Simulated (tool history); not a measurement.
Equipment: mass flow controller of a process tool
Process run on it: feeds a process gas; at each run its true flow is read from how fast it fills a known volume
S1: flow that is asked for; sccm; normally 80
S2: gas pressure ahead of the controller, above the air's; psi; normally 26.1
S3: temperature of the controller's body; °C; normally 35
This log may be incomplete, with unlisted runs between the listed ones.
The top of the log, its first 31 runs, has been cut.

{"run": 32, "hour": 2210.1, "S1": 112, "S2": 20.5, "S3": 27, "true flow (%)": 99.43}
{"run": 33, "hour": 2308.7, "S1": 112, "S2": 20.5, "S3": 27, "true flow (%)": 99.49}
{"run": 34, "hour": 2359.1, "S1": 80, "S2": 32.6, "S3": 35, "true flow (%)": 97.72}
{"run": 35, "hour": 2426.5, "S1": 98, "S2": 26.1, "S3": 35, "true flow (%)": 98.17}
{"run": 36, "hour": 2505.4, "S1": 37, "S2": 27.1, "S3": 29, "true flow (%)": 97.91}
{"run": 37, "hour": 2554.7, "S1": 37, "S2": 27.1, "S3": 29, "true flow (%)": 98.02}
{"run": 38, "hour": 2634.1, "S1": 37, "S2": 27.1, "S3": 29, "true flow (%)": 98.09}
{"run": 39, "hour": 2679.9, "S1": 37, "S2": 32.2, "S3": 29, "true flow (%)": 97.73}
{"run": 40, "hour": 2747.8, "S1": 83, "S2": 26.1, "S3": 33, "true flow (%)": 98.5}

Alternative continuations, all from the tool just after run 40; predict every row:
{"run": "A", "hour": 2838.3, "S1": 149, "S2": 26.1, "S3": 35, "true flow (%)": "?"}
{"run": "B", "hour": 2838.3, "S1": 80, "S2": 23.8, "S3": 25, "true flow (%)": "?"}
{"run": "C", "hour": 2838.3, "S1": 33, "S2": 32.5, "S3": 21, "true flow (%)": "?"}
{"run": "D", "hour": 2838.3, "S1": 115, "S2": 35.2, "S3": 21, "true flow (%)": "?"}

run=A true_flow_(%)=99.49
run=B true_flow_(%)=99.41
run=C true_flow_(%)=98.64
run=D true_flow_(%)=99.98
With no hidden state in the tool, these same runs would have given:
run=A true_flow_(%)=98.3
run=B true_flow_(%)=98.22
run=C true_flow_(%)=97.47
run=D true_flow_(%)=98.78
